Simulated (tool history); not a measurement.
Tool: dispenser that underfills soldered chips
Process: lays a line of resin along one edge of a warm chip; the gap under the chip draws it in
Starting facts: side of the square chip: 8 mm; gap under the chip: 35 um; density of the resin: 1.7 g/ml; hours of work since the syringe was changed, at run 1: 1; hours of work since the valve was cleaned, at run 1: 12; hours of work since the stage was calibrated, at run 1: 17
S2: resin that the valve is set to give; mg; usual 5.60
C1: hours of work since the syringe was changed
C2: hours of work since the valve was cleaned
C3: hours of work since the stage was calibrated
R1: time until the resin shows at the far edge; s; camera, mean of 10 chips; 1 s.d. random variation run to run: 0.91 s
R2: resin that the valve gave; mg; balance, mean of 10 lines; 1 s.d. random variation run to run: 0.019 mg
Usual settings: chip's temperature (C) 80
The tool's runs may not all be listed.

run 1 hour=0.0 | chip's_temperature_(C)=80 S2=5.60 | C1=1 C2=12 C3=17 | R1=87.0 R2=5.56
run 2 hour=9.4 | chip's_temperature_(C)=88 S2=5.60 | C1=8 C2=19 C3=24 | R1=98.2 R2=5.55
-- hour=14.7 new syringe of resin
run 3 hour=19.0 | chip's_temperature_(C)=88 S2=5.60 | C1=3 C2=26 C3=31 | R1=76.9 R2=5.54
-- hour=30.5 new syringe of resin
run 4 hour=31.4 | chip's_temperature_(C)=69 S2=5.60 | C1=1 C2=35 C3=40 | R1=131.8 R2=5.52
run 5 hour=39.0 | chip's_temperature_(C)=69 S2=5.60 | C1=6 C2=41 C3=46 | R1=184.6 R2=5.45
-- hour=45.6 new syringe of resin
run 6 hour=50.0 | chip's_temperature_(C)=69 S2=5.60 | C1=3 C2=49 C3=54 | R1=154.7 R2=5.42
-- hour=61.3 new syringe of resin
run 7 hour=61.4 | chip's_temperature_(C)=69 S2=5.60 | C1=0 C2=57 C3=62 | R1=126.5 R2=5.42
-- hour=76.8 new syringe of resin
run 8 hour=78.6 | chip's_temperature_(C)=80 S2=6.82 | C1=1 C2=70 C3=75 | R1=88.7 R2=6.53
run 9 hour=88.1 | chip's_temperature_(C)=80 S2=6.82 | C1=8 C2=77 C3=82 | R1=133.8 R2=6.51
-- hour=91.9 new syringe of resin
run 10 hour=101.6 | chip's_temperature_(C)=80 S2=6.82 | C1=7 C2=87 C3=92 | R1=125.8 R2=6.48
-- hour=107.6 new syringe of resin
run 11 hour=110.5 | chip's_temperature_(C)=80 S2=4.94 | C1=2 C2=93 C3=99 | R1=100.9 R2=4.67
-- hour=112.4 dispensing valve cleaned and set on the balance
-- hour=123.7 new syringe of resin
run 12 hour=123.7 | chip's_temperature_(C)=80 S2=5.60 | C1=0 C2=8 C3=108 | R1=83.7 R2=5.60
run 13 hour=132.7 | chip's_temperature_(C)=80 S2=4.96 | C1=7 C2=15 C3=114 | R1=127.6 R2=4.91
-- hour=139.4 new syringe of resin
run 14 hour=149.9 | chip's_temperature_(C)=80 S2=4.96 | C1=8 C2=28 C3=127 | R1=132.0 R2=4.88
-- hour=155.4 new syringe of resin
run 15 hour=164.6 | chip's_temperature_(C)=80 S2=5.60 | C1=7 C2=39 C3=138 | R1=124.8 R2=5.46
-- hour=170.7 new syringe of resin
run 16 hour=180.2 | chip's_temperature_(C)=80 S2=5.60 | C1=7 C2=50 C3=149 | R1=125.0 R2=5.41
-- hour=186.3 new syringe of resin
run 17 hour=196.4 | chip's_temperature_(C)=80 S2=5.60 | C1=8 C2=62 C3=161 | R1=127.8 R2=5.38
-- hour=201.9 new syringe of resin
run 18 hour=209.0 | chip's_temperature_(C)=80 S2=5.60 | C1=5 C2=71 C3=170 | R1=112.8 R2=5.36
-- hour=216.9 new syringe of resin
run 19 hour=220.8 | chip's_temperature_(C)=65 S2=5.44 | C1=3 C2=80 C3=179 | R1=168.4 R2=5.18
-- hour=232.9 new syringe of resin
run 20 hour=234.1 | chip's_temperature_(C)=86 S2=5.10 | C1=1 C2=90 C3=189 | R1=74.3 R2=4.81
-- hour=240.5 dispensing valve cleaned and set on the balance
run 21 hour=243.2 | chip's_temperature_(C)=94 S2=5.11 | C1=7 C2=2 C3=195 | R1=77.4 R2=5.13
-- hour=249.3 new syringe of resin
run 22 hour=257.3 | chip's_temperature_(C)=91 S2=5.61 | C1=6 C2=12 C3=205 | R1=78.9 R2=5.58
-- hour=264.9 new syringe of resin
run 23 hour=275.1 | chip's_temperature_(C)=91 S2=5.61 | C1=8 C2=26 C3=219 | R1=87.4 R2=5.51
-- hour=280.7 new syringe of resin
run 24 hour=285.4 | chip's_temperature_(C)=74 S2=4.92 | C1=4 C2=33 C3=226 | R1=131.4 R2=4.78
run 25 hour=293.1 | chip's_temperature_(C)=73 S2=6.03 | C1=9 C2=39 C3=232 | R1=176.5 R2=5.90
-- hour=296.0 new syringe of resin
run 26 hour=308.5 | chip's_temperature_(C)=82 S2=6.22 | C1=9 C2=50 C3=243 | R1=125.1 R2=6.01
-- hour=311.1 new syringe of resin
-- hour=326.4 new syringe of resin
run 27 hour=326.4 | chip's_temperature_(C)=81 S2=5.83 | C1=0 C2=63 C3=256 | R1=81.2 R2=5.59
-- hour=342.1 new syringe of resin
run 28 hour=344.1 | chip's_temperature_(C)=81 S2=5.34 | C1=2 C2=76 C3=269 | R1=87.8 R2=5.05
run 29 hour=355.2 | chip's_temperature_(C)=81 S2=5.34 | C1=10 C2=85 C3=278 | R1=138.5 R2=5.06
-- hour=357.5 new syringe of resin
run 30 hour=364.4 | chip's_temperature_(C)=81 S2=5.34 | C1=5 C2=91 C3=284 | R1=107.2 R2=5.01
-- hour=368.5 dispensing valve cleaned and set on the balance
-- hour=373.9 new syringe of resin
run 31 hour=379.6 | chip's_temperature_(C)=85 S2=6.72 | C1=4 C2=8 C3=295 | R1=84.1 R2=6.64
-- hour=389.1 new syringe of resin
run 32 hour=391.2 | chip's_temperature_(C)=80 S2=6.85 | C1=2 C2=17 C3=303 | R1=88.5 R2=6.75

What will run 33 give?
run 33 hour=399.5 | chip's_temperature_(C)=75 S2=7.23 | C1=8 C2=23 C3=309 | R1=? R2=?

{"run 33": {"R1": 144.1, "R2": 7.08}}
Minus the tool's unlogged condition, the same run would have read R1 99.7 s, R2 7.22 mg.
